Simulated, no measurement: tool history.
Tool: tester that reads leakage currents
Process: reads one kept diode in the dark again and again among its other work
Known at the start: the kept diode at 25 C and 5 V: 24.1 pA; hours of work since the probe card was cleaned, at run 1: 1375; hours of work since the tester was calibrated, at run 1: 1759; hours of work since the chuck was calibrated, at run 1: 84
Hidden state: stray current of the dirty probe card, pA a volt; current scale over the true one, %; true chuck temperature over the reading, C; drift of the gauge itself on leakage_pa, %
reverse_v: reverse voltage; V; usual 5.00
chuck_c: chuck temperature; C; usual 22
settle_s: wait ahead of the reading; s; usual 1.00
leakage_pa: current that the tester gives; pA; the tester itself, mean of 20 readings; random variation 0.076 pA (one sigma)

run   hour  reverse_v  chuck_c  settle_s  hours of work since the probe card was cleaned  hours of work since the tester was calibrated  hours of work since the chuck was calibrated  leakage_pa
  1    0.0       5.00       22      1.00                                            1375                                           1759                                            84       20.69
  2   74.9       5.00       22      1.00                                            1430                                           1814                                           139       20.80
  3  146.2       5.00       22      1.00                                            1482                                           1866                                           191       20.90
  4  181.3       5.00       22      1.00                                            1508                                           1892                                           216       20.83
  5  241.3       5.00       22      1.00                                            1551                                           1936                                           260       20.91
  6  286.9       5.00       22      1.00                                            1585                                           1969                                           293       21.09
  7  337.8       5.00       22      2.50                                            1622                                           2006                                           331       20.82
  8  408.0       5.00       22      0.55                                            1673                                           2058                                           382       21.41
  9  481.3       5.00       22      0.55                                            1727                                           2111                                           436       21.49
 10  552.7       5.00       22      0.73                                            1779                                           2163                                           488       21.50
 11  590.1       5.00       22      0.73                                            1806                                           2191                                           515       21.51
 12  627.0       2.52       21      0.34                                            1833                                           2218                                           542       15.44
 13  672.6       1.15       21      3.71                                            1867                                           2251                                           575       11.00
 14  735.7       3.94       26      0.43                                            1913                                           2297                                           621       26.94
 15  768.9       5.00       22      1.16                                            1937                                           2321                                           646       21.42
 16  811.5       1.63       22      2.97                                            1968                                           2352                                           677       13.70
 17  849.5       5.00       43      4.32                                            1996                                           2380                                           705      103.77
 18  887.7       5.00       43      4.32                                            2024                                           2408                                           733      103.96

3 ways to go on from here, each from the tool as it stands after run 18. What would each give?
  A  945.6      19.34       57      1.40                                            2066                                           2450                                           775           ?
  B  945.6       5.00       22      4.81                                            2066                                           2450                                           775           ?
  C  945.6       5.00       43      0.30                                            2066                                           2450                                           775           ?

run  leakage_pa
  A      451.18
  B       21.48
  C      105.78
Without the tool's hidden state the same runs would have given:
run  leakage_pa
  A      424.25
  B       18.92
  C       99.00
